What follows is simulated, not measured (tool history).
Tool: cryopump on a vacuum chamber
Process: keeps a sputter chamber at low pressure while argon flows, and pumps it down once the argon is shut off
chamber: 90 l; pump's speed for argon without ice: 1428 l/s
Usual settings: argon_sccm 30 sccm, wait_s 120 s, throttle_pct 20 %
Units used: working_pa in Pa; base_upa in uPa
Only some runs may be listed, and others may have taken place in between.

Run 1, hour 0: usual settings. Result: working_pa 0.1784 Pa, base_upa 1.3 uPa.
Run 2, hour 13.5: usual settings. Result: working_pa 0.1796 Pa, base_upa 1.33 uPa.
Run 3, hour 39.8: usual settings. Result: working_pa 0.1803 Pa, base_upa 1.33 uPa.
Run 4, hour 56.1: usual settings but throttle_pct 19 %. Result: working_pa 0.1902 Pa, base_upa 1.39 uPa.
Run 5, hour 67.8: usual settings. Result: working_pa 0.1801 Pa, base_upa 1.37 uPa.
Run 6, hour 81.8: usual settings. Result: working_pa 0.1801 Pa, base_upa 1.31 uPa.
Run 7, hour 107.7: usual settings. Result: working_pa 0.1787 Pa, base_upa 1.37 uPa.
Run 8, hour 119.9: usual settings. Result: working_pa 0.1779 Pa, base_upa 1.37 uPa.
Run 9, hour 132: usual settings. Result: working_pa 0.1783 Pa, base_upa 1.41 uPa.
Run 10, hour 146.5: usual settings. Result: working_pa 0.1784 Pa, base_upa 1.39 uPa.
At hour 164.4: leaking fittings of the chamber tightened, without venting.
Run 11, hour 175.9: usual settings. Result: working_pa 0.1806 Pa, base_upa 0.6 uPa.
Run 12, hour 202.7: usual settings. Result: working_pa 0.1789 Pa, base_upa 0.61 uPa.
Run 13, hour 228.6: usual settings. Result: working_pa 0.1788 Pa, base_upa 0.59 uPa.
Run 14, hour 247.6: usual settings. Result: working_pa 0.1799 Pa, base_upa 0.57 uPa.
Run 15, hour 271.2: usual settings. Result: working_pa 0.1802 Pa, base_upa 0.61 uPa.
Run 16, hour 291.1: usual settings but throttle_pct 44 %. Result: working_pa 0.0827 Pa, base_upa 0.59 uPa.
Run 17, hour 312.1: usual settings but throttle_pct 44 %. Result: working_pa 0.0843 Pa, base_upa 0.61 uPa.
Run 18, hour 326.9: usual settings but argon_sccm 24 sccm, wait_s 81 s, throttle_pct 34 %. Result: working_pa 0.0852 Pa, base_upa 0.77 uPa.
Run 19, hour 341: usual settings but argon_sccm 24 sccm, wait_s 27 s, throttle_pct 34 %. Result: working_pa 0.0868 Pa, base_upa 1.85 uPa.
Run 20, hour 353.7: usual settings but argon_sccm 24 sccm, wait_s 279 s, throttle_pct 18 %. Result: working_pa 0.16 Pa, base_upa 0.44 uPa.
Run 21, hour 371.7: usual settings but argon_sccm 29 sccm, wait_s 86 s. Result: working_pa 0.1754 Pa, base_upa 0.76 uPa.
Run 22, hour 383.3: usual settings but argon_sccm 29 sccm, wait_s 86 s. Result: working_pa 0.1755 Pa, base_upa 0.77 uPa.
Run 23, hour 395: usual settings but argon_sccm 29 sccm, wait_s 86 s. Result: working_pa 0.1734 Pa, base_upa 0.78 uPa.
Run 24, hour 418.6: usual settings but argon_sccm 16 sccm, wait_s 86 s. Result: working_pa 0.0953 Pa, base_upa 0.77 uPa.
Run 25, hour 431.1: usual settings but argon_sccm 16 sccm, wait_s 86 s. Result: working_pa 0.0971 Pa, base_upa 0.77 uPa.
Run 26, hour 448.8: usual settings but argon_sccm 16 sccm, wait_s 86 s, throttle_pct 21 %. Result: working_pa 0.0925 Pa, base_upa 0.78 uPa.
Run 27, hour 464: usual settings but argon_sccm 16 sccm, wait_s 86 s, throttle_pct 21 %. Result: working_pa 0.0926 Pa, base_upa 0.78 uPa.
Run 28, hour 478.6: usual settings but argon_sccm 16 sccm, wait_s 86 s, throttle_pct 21 %. Result: working_pa 0.0911 Pa, base_upa 0.82 uPa.
Run 29, hour 495.4: usual settings but argon_sccm 16 sccm, wait_s 86 s, throttle_pct 21 %. Result: working_pa 0.0935 Pa, base_upa 0.81 uPa.
Run 30, hour 516.4: usual settings but argon_sccm 16 sccm, wait_s 86 s, throttle_pct 21 %. Result: working_pa 0.0918 Pa, base_upa 0.8 uPa.
Run 31, hour 542.5: usual settings but argon_sccm 16 sccm, wait_s 86 s, throttle_pct 53 %. Result: working_pa 0.0373 Pa, base_upa 0.8 uPa.
Run 32, hour 557.7: usual settings but argon_sccm 16 sccm, wait_s 86 s, throttle_pct 53 %. Result: working_pa 0.0375 Pa, base_upa 0.79 uPa.
Run 33, hour 573.5: usual settings but argon_sccm 16 sccm, wait_s 86 s, throttle_pct 53 %. Result: working_pa 0.0376 Pa, base_upa 0.79 uPa.
Run 34, hour 600.2: usual settings but argon_sccm 16 sccm, wait_s 86 s, throttle_pct 53 %. Result: working_pa 0.0374 Pa, base_upa 0.79 uPa.

Alternative continuations, all from the tool just after run 34; predict every row:
Run A, hour 618.4: usual settings but argon_sccm 24 sccm, throttle_pct 43 %. Result: working_pa ?, base_upa ?.
Run B, hour 618.4: usual settings but argon_sccm 18 sccm, wait_s 296 s, throttle_pct 30 %. Result: working_pa ?, base_upa ?.
Run C, hour 618.4: usual settings but throttle_pct 55 %. Result: working_pa ?, base_upa ?.

run  working_pa  base_upa
  A       0.069      0.69
  B      0.0734      0.48
  C      0.0687      0.71
Without the tool's hidden state the same runs would have given:
run  working_pa  base_upa
  A      0.0662      0.56
  B      0.0712      0.35
  C      0.0651      0.57
